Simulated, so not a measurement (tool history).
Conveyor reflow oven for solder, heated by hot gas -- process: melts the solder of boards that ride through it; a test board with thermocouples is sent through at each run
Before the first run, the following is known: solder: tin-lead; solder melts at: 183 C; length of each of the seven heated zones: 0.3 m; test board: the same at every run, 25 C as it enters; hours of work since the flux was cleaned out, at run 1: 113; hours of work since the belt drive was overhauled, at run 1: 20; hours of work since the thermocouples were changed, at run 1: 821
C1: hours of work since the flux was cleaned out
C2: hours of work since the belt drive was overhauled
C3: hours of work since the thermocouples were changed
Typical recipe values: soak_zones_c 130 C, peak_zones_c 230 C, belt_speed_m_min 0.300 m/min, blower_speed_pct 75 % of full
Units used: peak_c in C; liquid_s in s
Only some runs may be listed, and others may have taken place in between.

{"run": 1, "hour": 0.0, "soak_zones_c": 130, "peak_zones_c": 230, "belt_speed_m_min": 0.3, "blower_speed_pct": 75, "C1": 113, "C2": 20, "C3": 821, "peak_c": 217.1, "liquid_s": 87.6}
{"run": 2, "hour": 15.9, "soak_zones_c": 130, "peak_zones_c": 230, "belt_speed_m_min": 0.3, "blower_speed_pct": 77, "C1": 122, "C2": 29, "C3": 830, "peak_c": 217.7, "liquid_s": 88.4}
{"run": 3, "hour": 43.5, "soak_zones_c": 130, "peak_zones_c": 230, "belt_speed_m_min": 0.3, "blower_speed_pct": 77, "C1": 138, "C2": 45, "C3": 846, "peak_c": 217.6, "liquid_s": 88.1}
{"run": 4, "hour": 60.4, "soak_zones_c": 130, "peak_zones_c": 230, "belt_speed_m_min": 0.242, "blower_speed_pct": 75, "C1": 147, "C2": 55, "C3": 856, "peak_c": 222.3, "liquid_s": 118.6}
{"run": 5, "hour": 92.2, "soak_zones_c": 130, "peak_zones_c": 230, "belt_speed_m_min": 0.242, "blower_speed_pct": 75, "C1": 166, "C2": 73, "C3": 874, "peak_c": 222.3, "liquid_s": 117.9}
{"run": 6, "hour": 116.5, "soak_zones_c": 130, "peak_zones_c": 230, "belt_speed_m_min": 0.242, "blower_speed_pct": 75, "C1": 180, "C2": 87, "C3": 888, "peak_c": 222.3, "liquid_s": 117.8}
{"hour": 147.7, "done": "flux residue cleaned out of gas plates and filters"}
{"run": 7, "hour": 149.2, "soak_zones_c": 130, "peak_zones_c": 230, "belt_speed_m_min": 0.3, "blower_speed_pct": 75, "C1": 1, "C2": 103, "C3": 904, "peak_c": 217.3, "liquid_s": 87.9}
{"run": 8, "hour": 167.6, "soak_zones_c": 130, "peak_zones_c": 230, "belt_speed_m_min": 0.3, "blower_speed_pct": 75, "C1": 11, "C2": 114, "C3": 915, "peak_c": 217.4, "liquid_s": 88.1}
{"run": 9, "hour": 188.0, "soak_zones_c": 130, "peak_zones_c": 230, "belt_speed_m_min": 0.3, "blower_speed_pct": 75, "C1": 23, "C2": 126, "C3": 927, "peak_c": 217.4, "liquid_s": 87.8}
{"run": 10, "hour": 214.5, "soak_zones_c": 130, "peak_zones_c": 230, "belt_speed_m_min": 0.3, "blower_speed_pct": 75, "C1": 39, "C2": 141, "C3": 942, "peak_c": 217.2, "liquid_s": 87.4}
{"run": 11, "hour": 248.6, "soak_zones_c": 130, "peak_zones_c": 230, "belt_speed_m_min": 0.3, "blower_speed_pct": 75, "C1": 58, "C2": 161, "C3": 962, "peak_c": 217.3, "liquid_s": 87.2}
{"run": 12, "hour": 280.6, "soak_zones_c": 130, "peak_zones_c": 230, "belt_speed_m_min": 0.3, "blower_speed_pct": 75, "C1": 77, "C2": 179, "C3": 980, "peak_c": 217.6, "liquid_s": 87.2}
{"run": 13, "hour": 304.8, "soak_zones_c": 130, "peak_zones_c": 230, "belt_speed_m_min": 0.3, "blower_speed_pct": 75, "C1": 91, "C2": 193, "C3": 994, "peak_c": 217.1, "liquid_s": 87.7}
{"run": 14, "hour": 323.4, "soak_zones_c": 130, "peak_zones_c": 230, "belt_speed_m_min": 0.3, "blower_speed_pct": 75, "C1": 101, "C2": 204, "C3": 1005, "peak_c": 217.4, "liquid_s": 87.6}
{"run": 15, "hour": 355.4, "soak_zones_c": 143, "peak_zones_c": 230, "belt_speed_m_min": 0.3, "blower_speed_pct": 75, "C1": 120, "C2": 222, "C3": 1023, "peak_c": 218.9, "liquid_s": 96.5}
{"run": 16, "hour": 373.8, "soak_zones_c": 143, "peak_zones_c": 230, "belt_speed_m_min": 0.3, "blower_speed_pct": 75, "C1": 130, "C2": 233, "C3": 1034, "peak_c": 219.2, "liquid_s": 96.2}
{"run": 17, "hour": 407.2, "soak_zones_c": 143, "peak_zones_c": 230, "belt_speed_m_min": 0.3, "blower_speed_pct": 75, "C1": 150, "C2": 252, "C3": 1053, "peak_c": 219.1, "liquid_s": 96.3}
{"run": 18, "hour": 426.3, "soak_zones_c": 143, "peak_zones_c": 236, "belt_speed_m_min": 0.36, "blower_speed_pct": 75, "C1": 161, "C2": 263, "C3": 1064, "peak_c": 219.4, "liquid_s": 79.4}
{"run": 19, "hour": 445.3, "soak_zones_c": 143, "peak_zones_c": 236, "belt_speed_m_min": 0.36, "blower_speed_pct": 75, "C1": 172, "C2": 274, "C3": 1075, "peak_c": 219.1, "liquid_s": 78.5}
{"run": 20, "hour": 472.7, "soak_zones_c": 143, "peak_zones_c": 236, "belt_speed_m_min": 0.36, "blower_speed_pct": 75, "C1": 188, "C2": 290, "C3": 1091, "peak_c": 219.1, "liquid_s": 79.2}
{"hour": 489.8, "done": "flux residue cleaned out of gas plates and filters"}
{"run": 21, "hour": 495.5, "soak_zones_c": 132, "peak_zones_c": 230, "belt_speed_m_min": 0.324, "blower_speed_pct": 76, "C1": 3, "C2": 300, "C3": 1101, "peak_c": 215.6, "liquid_s": 79.6}
{"run": 22, "hour": 522.0, "soak_zones_c": 130, "peak_zones_c": 230, "belt_speed_m_min": 0.323, "blower_speed_pct": 71, "C1": 19, "C2": 316, "C3": 1117, "peak_c": 214.3, "liquid_s": 76.7}
{"run": 23, "hour": 556.6, "soak_zones_c": 130, "peak_zones_c": 230, "belt_speed_m_min": 0.265, "blower_speed_pct": 83, "C1": 39, "C2": 335, "C3": 1137, "peak_c": 221.7, "liquid_s": 106.7}
{"run": 24, "hour": 575.9, "soak_zones_c": 130, "peak_zones_c": 230, "belt_speed_m_min": 0.265, "blower_speed_pct": 83, "C1": 50, "C2": 347, "C3": 1148, "peak_c": 221.4, "liquid_s": 106.6}
{"run": 25, "hour": 608.4, "soak_zones_c": 130, "peak_zones_c": 230, "belt_speed_m_min": 0.265, "blower_speed_pct": 83, "C1": 68, "C2": 365, "C3": 1167, "peak_c": 221.7, "liquid_s": 106.2}
{"run": 26, "hour": 628.6, "soak_zones_c": 130, "peak_zones_c": 230, "belt_speed_m_min": 0.265, "blower_speed_pct": 83, "C1": 80, "C2": 377, "C3": 1178, "peak_c": 221.9, "liquid_s": 106.7}
{"run": 27, "hour": 657.7, "soak_zones_c": 130, "peak_zones_c": 230, "belt_speed_m_min": 0.265, "blower_speed_pct": 83, "C1": 97, "C2": 394, "C3": 1195, "peak_c": 221.5, "liquid_s": 106.2}

How the hidden state differs across the entries between the runs, from the last listed run before each to the first after it:
Between runs 6 and 7: flux residue cleaned out of gas plates and filters (hour 147.7)
  heat that the gas passes to the board, % of a clean oven's: 99.8 -> 99.9; belt's true speed, % of the reading: 100 -> 99.99
Between runs 20 and 21: flux residue cleaned out of gas plates and filters (hour 489.8)
  heat that the gas passes to the board, % of a clean oven's: 99.8 -> 100
